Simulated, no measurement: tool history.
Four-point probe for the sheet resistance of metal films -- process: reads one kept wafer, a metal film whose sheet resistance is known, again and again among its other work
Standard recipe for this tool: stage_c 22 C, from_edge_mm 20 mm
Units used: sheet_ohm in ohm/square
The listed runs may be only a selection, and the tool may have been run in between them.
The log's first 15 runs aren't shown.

run	hour	stage_c	from_edge_mm	sheet_ohm
16	220.1	22	3	3.587678
17	237.2	23	12	3.318488
18	250.9	28	6	3.36106
19	259.5	28	6	3.361053
20	274.3	28	42	3.284264
21	290.3	28	42	3.285826
22	305.5	28	42	3.28376
23	317.2	24	7	3.351472
24	327.1	31	30	3.278395
25	335.8	33	20	3.278076
26	350.8	23	4	3.467453
27	365	24	20	3.302344
28	377.1	24	20	3.301157
29	389.1	24	20	3.300928
30	404	22	13	3.315635

Predict each of these 3 candidate next runs independently; none follows another, all start after run 30:
A	422.3	35	3	?
B	422.3	32	13	?
C	422.3	26	21	?

run	sheet_ohm
A	3.549121
B	3.288046
C	3.294986
Without the tool's hidden state the same runs would have given:
run	sheet_ohm
A	3.566234
B	3.30401
C	3.310952
